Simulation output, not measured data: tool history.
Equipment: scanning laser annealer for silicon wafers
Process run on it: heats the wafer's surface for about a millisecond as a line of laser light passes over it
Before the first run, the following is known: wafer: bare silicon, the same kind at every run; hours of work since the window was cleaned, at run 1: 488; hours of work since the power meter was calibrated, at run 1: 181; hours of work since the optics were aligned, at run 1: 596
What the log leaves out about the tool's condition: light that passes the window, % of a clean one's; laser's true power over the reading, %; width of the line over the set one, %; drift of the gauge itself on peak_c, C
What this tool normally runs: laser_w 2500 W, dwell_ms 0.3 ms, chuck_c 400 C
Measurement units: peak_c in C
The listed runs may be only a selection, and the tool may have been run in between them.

| run | hour | laser_w | dwell_ms | chuck_c | hours of work since the window was cleaned | hours of work since the power meter was calibrated | hours of work since the optics were aligned | peak_c |
|---|---|---|---|---|---|---|---|---|
| 1 | 0 | 2500 | 0.3 | 400 | 488 | 181 | 596 | 1247 |
| 2 | 7 | 2500 | 0.3 | 400 | 492 | 184 | 600 | 1247 |
| 3 | 12.7 | 2381 | 0.3 | 400 | 495 | 187 | 603 | 1195 |
| 4 | 24.9 | 2381 | 0.3 | 400 | 501 | 193 | 609 | 1195 |
| 5 | 35.8 | 2381 | 0.3 | 400 | 506 | 199 | 614 | 1194 |
| 6 | 44.9 | 2381 | 0.3 | 400 | 511 | 203 | 619 | 1195 |
| 7 | 51.8 | 2381 | 0.3 | 400 | 514 | 207 | 622 | 1199 |
| 8 | 62.6 | 2500 | 0.3 | 417 | 520 | 212 | 628 | 1263 |
| 9 | 71 | 2500 | 0.3 | 400 | 524 | 216 | 632 | 1246 |
| 10 | 78.8 | 2500 | 0.3 | 400 | 528 | 220 | 636 | 1251 |
| 11 | 87.9 | 2500 | 0.3 | 400 | 532 | 225 | 640 | 1251 |
| 12 | 99.9 | 2408 | 0.316 | 372 | 538 | 231 | 646 | 1202 |
| 13 | 106 | 2500 | 0.349 | 434 | 541 | 234 | 649 | 1360 |
| 14 | 116.2 | 2440 | 0.23 | 417 | 546 | 239 | 654 | 1123 |
| 15 | 122.8 | 2719 | 0.364 | 403 | 550 | 242 | 658 | 1458 |
| 16 | 133 | 2428 | 0.229 | 366 | 555 | 247 | 663 | 1068 |
| 17 | 140.7 | 2581 | 0.3 | 418 | 559 | 251 | 667 | 1301 |
| 18 | 146.2 | 2500 | 0.29 | 372 | 561 | 254 | 669 | 1199 |
| 19 | 153.4 | 2648 | 0.301 | 372 | 565 | 257 | 673 | 1285 |
| 20 | 163.5 | 2648 | 0.301 | 372 | 570 | 262 | 678 | 1288 |
| 21 | 170.3 | 2516 | 0.211 | 436 | 573 | 266 | 682 | 1135 |

Alternative continuations, all from the tool just after run 21; predict every row:
| A | 180.5 | 2196 | 0.239 | 389 | 579 | 271 | 687 | ? |
| B | 180.5 | 2223 | 0.211 | 430 | 579 | 271 | 687 | ? |
| C | 180.5 | 2500 | 0.3 | 373 | 579 | 271 | 687 | ? |
| D | 180.5 | 2516 | 0.211 | 388 | 579 | 271 | 687 | ? |

| run | peak_c |
|---|---|
| A | 1020 |
| B | 1027 |
| C | 1222 |
| D | 1086 |
Stripped of hidden state, with their random variation kept, the same runs would have yielded:
| run | peak_c |
|---|---|
| A | 1020 |
| B | 1027 |
| C | 1223 |
| D | 1087 |
